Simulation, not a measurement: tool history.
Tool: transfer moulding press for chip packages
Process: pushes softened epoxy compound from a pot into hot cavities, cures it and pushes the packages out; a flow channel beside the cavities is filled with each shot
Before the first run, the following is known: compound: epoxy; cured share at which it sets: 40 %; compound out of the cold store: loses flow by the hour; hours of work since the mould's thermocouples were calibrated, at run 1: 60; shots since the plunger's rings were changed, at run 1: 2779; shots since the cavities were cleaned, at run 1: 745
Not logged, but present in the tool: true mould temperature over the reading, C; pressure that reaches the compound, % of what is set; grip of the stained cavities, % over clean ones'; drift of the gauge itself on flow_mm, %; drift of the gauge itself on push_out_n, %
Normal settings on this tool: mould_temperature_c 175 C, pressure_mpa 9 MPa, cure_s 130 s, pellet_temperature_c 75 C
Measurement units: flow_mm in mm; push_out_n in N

run   hour  mould_temperature_c  pressure_mpa  cure_s  pellet_temperature_c  hours of work since the mould's thermocouples were calibrated  shots since the plunger's rings were changed  shots since the cavities were cleaned  incoming compound's hours out of the cold store  flow_mm  push_out_n
  1      0                  175             9     130                    75                                                             60                                          2779                                    745                                                9      717         702
  2    7.5                  175             9     134                    75                                                             65                                          2855                                    821                                             44.4      599         622
  3   17.6                  175             9     134                    75                                                             73                                          2957                                    923                                             26.1      656         675
  4   22.3                  175             9     134                    75                                                             76                                          3005                                    971                                             25.8      654         652
  5   26.7                  175             9     134                    75                                                             79                                          3049                                   1015                                             30.5      638         689
  6   33.3                  175          8.22     130                    75                                                             84                                          3116                                   1082                                             43.6      569         697
  7   38.2                  175          8.22     130                    75                                                             88                                          3165                                   1131                                             13.8      664         716
      45.6  -- cavities cleaned with cleaning compound and waxed
  8   48.5                  175             9     130                    75                                                             94                                          3254                                     30                                               42      598         443
  9   56.4                  175             9     130                    75                                                             99                                          3334                                    110                                             41.9      600         480
 10   63.1                  175             9     130                    75                                                            104                                          3401                                    177                                               30      637         511
      69.7  -- plunger's sealing rings changed
 11   70.7                  175             9     130                    75                                                            108                                             9                                    229                                             16.2      729         556
 12   76.6                  175             9     130                    75                                                            112                                            69                                    289                                             13.5      745         558
 13   83.7                  169             9     130                    75                                                            117                                           140                                    360                                             14.9      753         834
 14   88.8                  175             9     130                    68                                                            121                                           192                                    412                                              9.7      751         607
 15   93.4                  175             9     130                    68                                                            124                                           238                                    458                                               32      676         597
 16  103.1                  175             9     130                    68                                                            131                                           336                                    556                                               21      712         645

Run 17, settings as shown, results not yet in. Your forecast:
 17   110                  175             9     130                    76                                                            136                                           406                                    626                                             42.5        ?           ?

flow_mm: 636 mm
push_out_n: 618 N
With no hidden state in the tool, this same run would have given flow_mm 643 mm, push_out_n 427 N.

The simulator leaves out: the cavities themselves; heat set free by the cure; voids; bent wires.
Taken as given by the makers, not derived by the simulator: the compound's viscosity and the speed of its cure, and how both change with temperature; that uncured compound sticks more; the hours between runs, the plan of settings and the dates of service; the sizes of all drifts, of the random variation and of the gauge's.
